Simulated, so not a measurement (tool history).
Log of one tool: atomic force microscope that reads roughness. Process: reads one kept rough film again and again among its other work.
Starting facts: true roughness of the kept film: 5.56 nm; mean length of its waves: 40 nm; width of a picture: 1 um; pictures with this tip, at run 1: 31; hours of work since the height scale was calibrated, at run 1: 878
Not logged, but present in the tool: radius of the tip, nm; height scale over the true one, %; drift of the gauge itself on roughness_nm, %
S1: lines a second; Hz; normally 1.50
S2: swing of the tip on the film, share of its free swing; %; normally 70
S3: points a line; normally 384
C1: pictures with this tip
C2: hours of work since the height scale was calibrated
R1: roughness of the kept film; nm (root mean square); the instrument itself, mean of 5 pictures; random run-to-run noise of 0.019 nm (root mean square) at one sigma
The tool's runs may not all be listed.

| run | day | S1 | S2 | S3 | C1 | C2 | R1 |
|---|---|---|---|---|---|---|---|
| 1 | 0.000 | 1.50 | 70 | 384 | 31 | 878 | 4.170 |
| 2 | 0.825 | 1.50 | 70 | 384 | 53 | 893 | 3.973 |
| 3 | 1.954 | 1.50 | 73 | 384 | 83 | 913 | 3.674 |
| 4 | 3.633 | 1.50 | 73 | 384 | 128 | 943 | 3.377 |
| 5 | 4.575 | 1.50 | 70 | 256 | 154 | 959 | 3.254 |
| 6 | 5.392 | 1.50 | 70 | 384 | 176 | 974 | 3.148 |
|  | 5.529 | height scale calibrated on a step standard |
|  | 5.817 | new tip fitted |
| 7 | 6.292 | 1.50 | 70 | 384 | 12 | 13 | 4.397 |
| 8 | 7.362 | 0.69 | 70 | 384 | 41 | 32 | 4.249 |
| 9 | 8.100 | 3.57 | 70 | 373 | 61 | 45 | 3.730 |
| 10 | 9.083 | 2.62 | 56 | 384 | 87 | 62 | 3.844 |
| 11 | 10.371 | 0.93 | 69 | 309 | 122 | 85 | 3.608 |
| 12 | 11.954 | 2.18 | 64 | 340 | 165 | 113 | 3.265 |

What does the tool deliver on the next run?
|  | 12.538 | height scale calibrated on a step standard, once more |
|  | 12.833 | new tip fitted |
| 13 | 13.408 | 2.35 | 71 | 384 | 15 | 15 | ? |

R1: 4.374 nm (root mean square)
Without the tool's hidden state the same run would have given R1 4.527 nm (root mean square).

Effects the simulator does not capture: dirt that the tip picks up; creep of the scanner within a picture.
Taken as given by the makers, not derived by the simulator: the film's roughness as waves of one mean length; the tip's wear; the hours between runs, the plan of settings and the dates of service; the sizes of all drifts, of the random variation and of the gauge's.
